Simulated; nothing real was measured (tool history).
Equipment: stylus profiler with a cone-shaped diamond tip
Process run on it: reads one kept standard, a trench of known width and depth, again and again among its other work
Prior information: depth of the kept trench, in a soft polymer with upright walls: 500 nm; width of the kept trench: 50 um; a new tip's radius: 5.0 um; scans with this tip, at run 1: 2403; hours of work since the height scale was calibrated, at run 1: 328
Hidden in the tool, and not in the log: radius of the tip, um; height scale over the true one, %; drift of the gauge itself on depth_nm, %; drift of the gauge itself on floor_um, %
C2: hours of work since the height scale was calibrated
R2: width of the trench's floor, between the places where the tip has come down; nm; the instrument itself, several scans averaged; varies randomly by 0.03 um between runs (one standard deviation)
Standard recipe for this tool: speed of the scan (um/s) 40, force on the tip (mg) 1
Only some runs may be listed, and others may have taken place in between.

{"run": 1, "day": 0.0, "speed of the scan (um/s)": 40, "force on the tip (mg)": 1, "scans with this tip": 2403, "C2": 328, "depth of the trench (Å)": 5037.9, "R2": 45400}
{"run": 2, "day": 1.142, "speed of the scan (um/s)": 40, "force on the tip (mg)": 1, "scans with this tip": 2486, "C2": 339, "depth of the trench (Å)": 5038.6, "R2": 45430}
{"run": 3, "day": 1.867, "speed of the scan (um/s)": 40, "force on the tip (mg)": 1, "scans with this tip": 2539, "C2": 346, "depth of the trench (Å)": 5037.2, "R2": 45350}
{"run": 4, "day": 2.696, "speed of the scan (um/s)": 40, "force on the tip (mg)": 1, "scans with this tip": 2599, "C2": 355, "depth of the trench (Å)": 5039.3, "R2": 45400}
{"run": 5, "day": 3.638, "speed of the scan (um/s)": 40, "force on the tip (mg)": 1.82, "scans with this tip": 2667, "C2": 364, "depth of the trench (Å)": 5057, "R2": 45460}
{"run": 6, "day": 4.479, "speed of the scan (um/s)": 40, "force on the tip (mg)": 1.82, "scans with this tip": 2729, "C2": 372, "depth of the trench (Å)": 5058.1, "R2": 45470}
{"run": 7, "day": 5.142, "speed of the scan (um/s)": 40, "force on the tip (mg)": 1.82, "scans with this tip": 2777, "C2": 379, "depth of the trench (Å)": 5057.2, "R2": 45410}
{"run": 8, "day": 5.946, "speed of the scan (um/s)": 40, "force on the tip (mg)": 0.66, "scans with this tip": 2836, "C2": 387, "depth of the trench (Å)": 5028, "R2": 45320}
{"run": 9, "day": 6.554, "speed of the scan (um/s)": 40, "force on the tip (mg)": 0.66, "scans with this tip": 2880, "C2": 393, "depth of the trench (Å)": 5028.8, "R2": 45320}
{"run": 10, "day": 7.721, "speed of the scan (um/s)": 40, "force on the tip (mg)": 0.66, "scans with this tip": 2964, "C2": 405, "depth of the trench (Å)": 5027.9, "R2": 45310}
{"run": 11, "day": 8.525, "speed of the scan (um/s)": 40, "force on the tip (mg)": 0.66, "scans with this tip": 3023, "C2": 413, "depth of the trench (Å)": 5027, "R2": 45400}
{"run": 12, "day": 9.238, "speed of the scan (um/s)": 40, "force on the tip (mg)": 0.66, "scans with this tip": 3075, "C2": 420, "depth of the trench (Å)": 5028.8, "R2": 45320}
{"run": 13, "day": 9.933, "speed of the scan (um/s)": 40, "force on the tip (mg)": 0.66, "scans with this tip": 3126, "C2": 427, "depth of the trench (Å)": 5026.1, "R2": 45310}
{"run": 14, "day": 10.754, "speed of the scan (um/s)": 40, "force on the tip (mg)": 0.66, "scans with this tip": 3185, "C2": 435, "depth of the trench (Å)": 5029.8, "R2": 45350}
{"run": 15, "day": 11.517, "speed of the scan (um/s)": 40, "force on the tip (mg)": 1, "scans with this tip": 3241, "C2": 442, "depth of the trench (Å)": 5037.6, "R2": 45360}
{"run": 16, "day": 12.188, "speed of the scan (um/s)": 40, "force on the tip (mg)": 1, "scans with this tip": 3290, "C2": 449, "depth of the trench (Å)": 5037.6, "R2": 45430}
{"run": 17, "day": 13.083, "speed of the scan (um/s)": 40, "force on the tip (mg)": 1, "scans with this tip": 3355, "C2": 458, "depth of the trench (Å)": 5039.1, "R2": 45360}
{"run": 18, "day": 14.092, "speed of the scan (um/s)": 40, "force on the tip (mg)": 1, "scans with this tip": 3428, "C2": 468, "depth of the trench (Å)": 5037.8, "R2": 45340}
{"run": 19, "day": 15.204, "speed of the scan (um/s)": 40, "force on the tip (mg)": 1, "scans with this tip": 3509, "C2": 479, "depth of the trench (Å)": 5038.7, "R2": 45420}
{"run": 20, "day": 15.762, "speed of the scan (um/s)": 54, "force on the tip (mg)": 0.35, "scans with this tip": 3550, "C2": 484, "depth of the trench (Å)": 5018.9, "R2": 45040}
{"run": 21, "day": 16.621, "speed of the scan (um/s)": 54, "force on the tip (mg)": 0.35, "scans with this tip": 3612, "C2": 493, "depth of the trench (Å)": 5020.1, "R2": 45110}
{"run": 22, "day": 17.6, "speed of the scan (um/s)": 57, "force on the tip (mg)": 1.41, "scans with this tip": 3683, "C2": 503, "depth of the trench (Å)": 5047.3, "R2": 45310}

Predict the results of run 23:
{"run": 23, "day": 18.808, "speed of the scan (um/s)": 18, "force on the tip (mg)": 2.79, "scans with this tip": 3771, "C2": 515, "depth of the trench (Å)": "?", "R2": "?"}

depth of the trench (Å): 5074
R2: 45580 nm
If the tool had no hidden condition, the same run with the same run-to-run variation would have returned depth of the trench (Å) 5074.2, R2 45580 nm.
